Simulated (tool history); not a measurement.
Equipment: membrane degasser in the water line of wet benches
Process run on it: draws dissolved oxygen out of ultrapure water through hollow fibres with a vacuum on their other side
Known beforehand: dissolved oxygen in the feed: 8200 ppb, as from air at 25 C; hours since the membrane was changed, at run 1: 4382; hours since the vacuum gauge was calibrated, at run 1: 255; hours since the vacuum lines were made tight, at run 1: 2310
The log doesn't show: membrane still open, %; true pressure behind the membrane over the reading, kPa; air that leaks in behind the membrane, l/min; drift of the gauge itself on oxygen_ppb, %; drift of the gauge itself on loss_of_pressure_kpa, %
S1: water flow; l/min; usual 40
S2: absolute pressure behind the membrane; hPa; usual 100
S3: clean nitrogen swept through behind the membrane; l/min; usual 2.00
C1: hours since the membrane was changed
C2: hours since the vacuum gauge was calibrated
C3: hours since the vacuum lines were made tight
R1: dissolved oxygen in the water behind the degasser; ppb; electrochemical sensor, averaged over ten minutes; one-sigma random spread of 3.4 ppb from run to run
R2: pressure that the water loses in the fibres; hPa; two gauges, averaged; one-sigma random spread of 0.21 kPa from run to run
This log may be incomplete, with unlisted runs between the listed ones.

| run | hour | S1 | S2 | S3 | C1 | C2 | C3 | R1 | R2 |
|---|---|---|---|---|---|---|---|---|---|
| 1 | 0.0 | 40 | 100 | 2.00 | 4382 | 255 | 2310 | 361.8 | 530.4 |
| 2 | 205.9 | 40 | 100 | 2.00 | 4588 | 461 | 2516 | 365.9 | 530.6 |
| 3 | 383.9 | 40 | 100 | 3.88 | 4766 | 639 | 2694 | 233.9 | 534.1 |
|  | 583.4 | seals of the vacuum lines changed |
| 4 | 615.3 | 40 | 100 | 3.88 | 4995 | 868 | 32 | 236.7 | 530.0 |
| 5 | 848.9 | 40 | 100 | 3.88 | 5229 | 1101 | 265 | 241.3 | 535.2 |
| 6 | 1162.9 | 40 | 100 | 3.88 | 5543 | 1415 | 579 | 234.4 | 537.4 |
| 7 | 1489.9 | 40 | 100 | 3.88 | 5870 | 1742 | 906 | 238.2 | 537.4 |
| 8 | 1819.1 | 40 | 100 | 2.00 | 6199 | 2072 | 1236 | 373.5 | 541.5 |
| 9 | 1999.0 | 40 | 100 | 2.00 | 6379 | 2252 | 1416 | 376.3 | 544.0 |
| 10 | 2211.5 | 40 | 100 | 2.00 | 6592 | 2464 | 1628 | 369.2 | 544.0 |
| 11 | 2551.9 | 40 | 100 | 2.00 | 6932 | 2804 | 1969 | 380.3 | 543.4 |
| 12 | 2829.5 | 62 | 100 | 2.00 | 7210 | 3082 | 2246 | 601.0 | 846.3 |
| 13 | 3147.4 | 40 | 100 | 4.65 | 7527 | 3400 | 2564 | 221.1 | 552.7 |
| 14 | 3337.6 | 40 | 100 | 4.65 | 7718 | 3590 | 2754 | 226.3 | 548.4 |
|  | 3462.5 | seals of the vacuum lines changed |
| 15 | 3595.3 | 40 | 100 | 4.65 | 7973 | 3846 | 133 | 227.4 | 553.2 |
| 16 | 3769.8 | 40 | 100 | 4.65 | 8148 | 4020 | 307 | 221.8 | 554.2 |
| 17 | 3993.5 | 40 | 100 | 2.00 | 8372 | 4244 | 531 | 392.2 | 553.7 |
| 18 | 4312.9 | 27 | 113 | 2.00 | 8691 | 4564 | 850 | 302.8 | 374.4 |
| 19 | 4600.5 | 27 | 113 | 2.00 | 8979 | 4851 | 1138 | 301.7 | 378.3 |
| 20 | 4835.8 | 61 | 230 | 1.65 | 9214 | 5086 | 1373 | 1473.0 | 857.5 |
|  | 4885.2 | membrane cartridge changed |
| 21 | 5077.6 | 40 | 124 | 1.79 | 192 | 5324 | 1611 | 505.9 | 502.4 |
| 22 | 5312.9 | 40 | 124 | 1.79 | 428 | 5559 | 1846 | 500.6 | 504.1 |
| 23 | 5534.9 | 34 | 162 | 5.03 | 650 | 5781 | 2068 | 252.1 | 428.7 |
| 24 | 5709.6 | 40 | 100 | 2.38 | 824 | 5956 | 2243 | 329.8 | 505.9 |
| 25 | 5942.1 | 25 | 63 | 2.17 | 1057 | 6189 | 2476 | 119.4 | 313.5 |
| 26 | 6097.7 | 25 | 63 | 2.17 | 1212 | 6344 | 2631 | 120.8 | 316.5 |
|  | 6328.6 | seals of the vacuum lines changed |
| 27 | 6331.5 | 25 | 63 | 2.17 | 1444 | 6576 | 3 | 120.7 | 317.8 |
|  | 6518.0 | vacuum gauge calibrated |
| 28 | 6623.2 | 38 | 63 | 5.82 | 1736 | 105 | 294 | 100.8 | 487.0 |
| 29 | 6904.8 | 54 | 100 | 2.00 | 2017 | 387 | 576 | 475.5 | 694.7 |
| 30 | 7223.8 | 54 | 100 | 3.26 | 2336 | 706 | 895 | 352.4 | 693.3 |
| 31 | 7450.6 | 35 | 179 | 4.84 | 2563 | 933 | 1121 | 296.3 | 452.3 |
| 32 | 7711.7 | 35 | 179 | 4.84 | 2824 | 1194 | 1383 | 301.9 | 452.2 |
| 33 | 8070.8 | 53 | 183 | 2.75 | 3183 | 1553 | 1742 | 703.6 | 685.3 |

3 ways to go on from here, each from the tool as it stands after run 33. What would each give?
| A | 8390.0 | 44 | 183 | 5.55 | 3502 | 1872 | 2061 | ? | ? |
| B | 8390.0 | 31 | 152 | 2.16 | 3502 | 1872 | 2061 | ? | ? |
| C | 8390.0 | 40 | 96 | 2.00 | 3502 | 1872 | 2061 | ? | ? |

| run | R1 | R2 |
|---|---|---|
| A | 352.7 | 576.3 |
| B | 422.3 | 404.2 |
| C | 351.2 | 522.1 |
Stripped of hidden state, with their random variation kept, the same runs would have yielded:
| run | R1 | R2 |
|---|---|---|
| A | 336.6 | 554.1 |
| B | 408.8 | 388.6 |
| C | 332.2 | 501.9 |
